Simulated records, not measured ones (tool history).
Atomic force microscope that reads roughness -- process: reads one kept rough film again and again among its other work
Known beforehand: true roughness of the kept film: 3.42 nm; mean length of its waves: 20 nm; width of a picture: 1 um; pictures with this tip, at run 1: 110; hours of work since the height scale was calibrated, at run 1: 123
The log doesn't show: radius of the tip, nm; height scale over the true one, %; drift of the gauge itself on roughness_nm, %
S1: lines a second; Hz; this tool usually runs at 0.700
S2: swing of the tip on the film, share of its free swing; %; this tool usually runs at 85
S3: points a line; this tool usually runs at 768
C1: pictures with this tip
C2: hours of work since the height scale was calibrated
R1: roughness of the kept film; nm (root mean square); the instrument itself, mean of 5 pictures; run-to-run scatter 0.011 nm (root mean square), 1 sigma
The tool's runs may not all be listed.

run     day     S1  S2   S3   C1   C2     R1
  1   0.000  0.700  85  768  110  123  1.403
      0.054  -- new tip fitted
  2   0.450  0.700  85  768   13  129  2.279
  3   0.842  0.649  85  768   25  134  2.135
  4   1.250  0.700  85  768   37  139  1.996
  5   1.662  0.700  85  627   50  144  1.833
  6   2.000  0.700  85  627   61  148  1.746
  7   2.521  0.700  85  768   77  154  1.624
  8   3.188  0.700  85  768   98  162  1.483
      3.658  -- new tip fitted
  9   3.825  0.700  85  650    5  170  2.361
 10   4.500  0.700  85  685   26  178  2.062
 11   5.188  0.553  85  685   47  187  1.851
 12   5.508  0.553  85  685   57  191  1.754
 13   6.196  0.553  85  685   78  199  1.604
 14   6.621  0.553  72  991   92  204  1.534
      7.258  -- new tip fitted
 15   7.275  0.700  86  403    0  212  2.364
 16   7.746  1.254  58  403   15  218  2.189
 17   8.204  2.015  85  663   29  223  1.900
 18   8.667  2.015  85  663   43  229  1.750
 19   8.958  2.015  59  834   53  233  1.767
 20   9.558  2.541  78  579   71  240  1.549
 21  10.112  0.700  79  768   88  247  1.540
 22  10.600  0.700  79  768  104  253  1.424
     10.904  -- new tip fitted
 23  11.208  0.700  79  768   10  260  2.361
 24  11.525  0.700  79  768   20  264  2.258
 25  12.238  0.700  79  768   42  273  1.978
 26  12.733  3.094  63  601   57  279  1.786

Alternative continuations, all from the tool just after run 26; predict every row:
  A  13.417  3.094  85  601  78  287   ?
  B  13.417  3.094  82  601  78  287   ?
  C  13.417  0.700  77  768  78  287   ?
  D  13.417  0.700  85  534  78  287   ?

run     R1
  A  1.491
  B  1.506
  C  1.651
  D  1.654
The same runs, with their run-to-run variation unchanged, on a tool lacking any hidden condition would have given:
run     R1
  A  2.241
  B  2.267
  C  2.484
  D  2.483
